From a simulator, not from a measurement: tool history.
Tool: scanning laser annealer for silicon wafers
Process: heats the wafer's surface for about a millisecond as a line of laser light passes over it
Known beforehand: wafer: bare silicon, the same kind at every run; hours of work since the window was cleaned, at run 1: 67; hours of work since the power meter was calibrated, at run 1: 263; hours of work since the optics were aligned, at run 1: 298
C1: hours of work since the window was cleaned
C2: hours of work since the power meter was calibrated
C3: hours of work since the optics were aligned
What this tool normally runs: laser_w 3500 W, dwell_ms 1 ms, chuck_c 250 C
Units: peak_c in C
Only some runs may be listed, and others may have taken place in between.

{"run": 1, "hour": 0.0, "laser_w": 3500, "dwell_ms": 1, "chuck_c": 250, "C1": 67, "C2": 263, "C3": 298, "peak_c": 1044}
{"run": 2, "hour": 46.3, "laser_w": 3500, "dwell_ms": 1, "chuck_c": 250, "C1": 101, "C2": 297, "C3": 332, "peak_c": 1040}
{"run": 3, "hour": 66.4, "laser_w": 3500, "dwell_ms": 1, "chuck_c": 250, "C1": 116, "C2": 312, "C3": 347, "peak_c": 1041}
{"run": 4, "hour": 105.2, "laser_w": 3500, "dwell_ms": 1, "chuck_c": 250, "C1": 144, "C2": 340, "C3": 376, "peak_c": 1037}
{"run": 5, "hour": 134.4, "laser_w": 3500, "dwell_ms": 1, "chuck_c": 250, "C1": 165, "C2": 362, "C3": 397, "peak_c": 1037}
{"run": 6, "hour": 156.9, "laser_w": 3500, "dwell_ms": 1, "chuck_c": 250, "C1": 182, "C2": 378, "C3": 413, "peak_c": 1035}
{"run": 7, "hour": 197.9, "laser_w": 3500, "dwell_ms": 1, "chuck_c": 250, "C1": 212, "C2": 408, "C3": 443, "peak_c": 1034}
{"run": 8, "hour": 243.7, "laser_w": 3500, "dwell_ms": 1, "chuck_c": 250, "C1": 245, "C2": 442, "C3": 477, "peak_c": 1032}
{"run": 9, "hour": 266.6, "laser_w": 3500, "dwell_ms": 1, "chuck_c": 250, "C1": 262, "C2": 458, "C3": 494, "peak_c": 1033}
{"run": 10, "hour": 312.2, "laser_w": 3500, "dwell_ms": 1, "chuck_c": 250, "C1": 296, "C2": 492, "C3": 527, "peak_c": 1027}
{"run": 11, "hour": 334.7, "laser_w": 3500, "dwell_ms": 1, "chuck_c": 250, "C1": 312, "C2": 508, "C3": 544, "peak_c": 1028}
{"run": 12, "hour": 371.7, "laser_w": 3500, "dwell_ms": 1, "chuck_c": 250, "C1": 339, "C2": 535, "C3": 571, "peak_c": 1030}
{"run": 13, "hour": 407.5, "laser_w": 3500, "dwell_ms": 1, "chuck_c": 250, "C1": 365, "C2": 562, "C3": 597, "peak_c": 1027}
{"run": 14, "hour": 453.9, "laser_w": 3500, "dwell_ms": 1, "chuck_c": 250, "C1": 400, "C2": 596, "C3": 631, "peak_c": 1024}
{"hour": 459.8, "done": "window over the wafer cleaned"}
{"run": 15, "hour": 495.7, "laser_w": 3463, "dwell_ms": 1, "chuck_c": 250, "C1": 26, "C2": 625, "C3": 660, "peak_c": 1034}
{"run": 16, "hour": 520.3, "laser_w": 3463, "dwell_ms": 1, "chuck_c": 250, "C1": 44, "C2": 643, "C3": 678, "peak_c": 1030}
{"run": 17, "hour": 554.8, "laser_w": 3500, "dwell_ms": 1, "chuck_c": 250, "C1": 70, "C2": 668, "C3": 703, "peak_c": 1036}
{"run": 18, "hour": 580.1, "laser_w": 3500, "dwell_ms": 0.84, "chuck_c": 250, "C1": 88, "C2": 687, "C3": 722, "peak_c": 970}
{"run": 19, "hour": 610.6, "laser_w": 3759, "dwell_ms": 1, "chuck_c": 250, "C1": 111, "C2": 709, "C3": 744, "peak_c": 1102}
{"run": 20, "hour": 647.7, "laser_w": 3759, "dwell_ms": 1, "chuck_c": 250, "C1": 138, "C2": 736, "C3": 772, "peak_c": 1100}
{"run": 21, "hour": 691.3, "laser_w": 3759, "dwell_ms": 1, "chuck_c": 250, "C1": 170, "C2": 768, "C3": 804, "peak_c": 1095}
{"run": 22, "hour": 711.4, "laser_w": 3381, "dwell_ms": 0.86, "chuck_c": 230, "C1": 184, "C2": 783, "C3": 818, "peak_c": 921}
{"run": 23, "hour": 756.1, "laser_w": 3260, "dwell_ms": 1, "chuck_c": 220, "C1": 217, "C2": 816, "C3": 851, "peak_c": 938}
{"run": 24, "hour": 793.8, "laser_w": 3260, "dwell_ms": 1, "chuck_c": 220, "C1": 245, "C2": 843, "C3": 879, "peak_c": 939}
{"run": 25, "hour": 832.7, "laser_w": 3722, "dwell_ms": 1, "chuck_c": 285, "C1": 273, "C2": 872, "C3": 907, "peak_c": 1117}
{"run": 26, "hour": 854.1, "laser_w": 3722, "dwell_ms": 1, "chuck_c": 285, "C1": 289, "C2": 887, "C3": 923, "peak_c": 1115}

Run 27 is up next; what results do you expect?
{"run": 27, "hour": 894.0, "laser_w": 3495, "dwell_ms": 1.03, "chuck_c": 249, "C1": 318, "C2": 917, "C3": 952, "peak_c": "?"}

Run 27 came out at peak_c 1033 C.
Were there no unlogged condition in the tool, this run, its random variation unchanged, would have produced peak_c 1059 C.
